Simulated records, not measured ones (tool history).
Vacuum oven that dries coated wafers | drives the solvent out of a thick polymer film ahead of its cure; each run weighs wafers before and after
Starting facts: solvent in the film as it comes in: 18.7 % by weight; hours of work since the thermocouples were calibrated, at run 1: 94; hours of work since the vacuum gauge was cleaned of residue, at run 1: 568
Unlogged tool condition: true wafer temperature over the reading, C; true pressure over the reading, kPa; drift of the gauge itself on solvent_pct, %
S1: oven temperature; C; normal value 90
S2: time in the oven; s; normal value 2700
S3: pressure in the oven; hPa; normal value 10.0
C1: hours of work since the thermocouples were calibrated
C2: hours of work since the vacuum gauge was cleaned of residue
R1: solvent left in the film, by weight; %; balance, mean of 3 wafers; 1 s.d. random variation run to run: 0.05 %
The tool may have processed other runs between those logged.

{"run": 1, "hour": 0.0, "S1": 90, "S2": 2700, "S3": 10.0, "C1": 94, "C2": 568, "R1": 4.69}
{"run": 2, "hour": 15.1, "S1": 90, "S2": 2700, "S3": 10.0, "C1": 106, "C2": 580, "R1": 4.76}
{"run": 3, "hour": 31.5, "S1": 90, "S2": 2700, "S3": 6.0, "C1": 119, "C2": 593, "R1": 4.56}
{"run": 4, "hour": 50.4, "S1": 90, "S2": 2100, "S3": 10.0, "C1": 134, "C2": 607, "R1": 6.0}
{"run": 5, "hour": 61.7, "S1": 85, "S2": 2700, "S3": 10.0, "C1": 143, "C2": 616, "R1": 6.18}
{"run": 6, "hour": 74.6, "S1": 85, "S2": 2700, "S3": 10.0, "C1": 153, "C2": 626, "R1": 6.25}
{"run": 7, "hour": 84.7, "S1": 95, "S2": 4620, "S3": 10.0, "C1": 161, "C2": 634, "R1": 1.45}
{"hour": 88.2, "done": "vacuum gauge cleaned of residue and calibrated"}
{"run": 8, "hour": 99.1, "S1": 77, "S2": 2280, "S3": 12.5, "C1": 171, "C2": 9, "R1": 9.84}
{"run": 9, "hour": 112.5, "S1": 77, "S2": 3000, "S3": 12.5, "C1": 181, "C2": 19, "R1": 8.54}
{"run": 10, "hour": 134.8, "S1": 77, "S2": 3000, "S3": 12.5, "C1": 199, "C2": 36, "R1": 8.52}
{"run": 11, "hour": 154.4, "S1": 77, "S2": 3000, "S3": 12.5, "C1": 214, "C2": 52, "R1": 8.51}
{"hour": 161.6, "done": "vacuum gauge cleaned of residue and calibrated, once more"}
{"run": 12, "hour": 176.9, "S1": 93, "S2": 3840, "S3": 26.6, "C1": 230, "C2": 12, "R1": 3.22}

Some steps in R1 between neighbouring runs. How much of each would the tool show without its hidden state too (settings, what came in, random variation), and how much is left for the hidden state, with any gauge scatter that isn't in both results?
Run 7 -> 8: S1 95 -> 77, S2 4620 -> 2280, S3 10.0 -> 12.5, vacuum gauge cleaned of residue and calibrated. R1 +8.39 %: hidden state +0.15, all else +8.24.
Run 11 -> 12: S1 77 -> 93, S2 3000 -> 3840, S3 12.5 -> 26.6, vacuum gauge cleaned of residue and calibrated, once more. R1 -5.29 %: hidden state -0.27, all else -5.02.
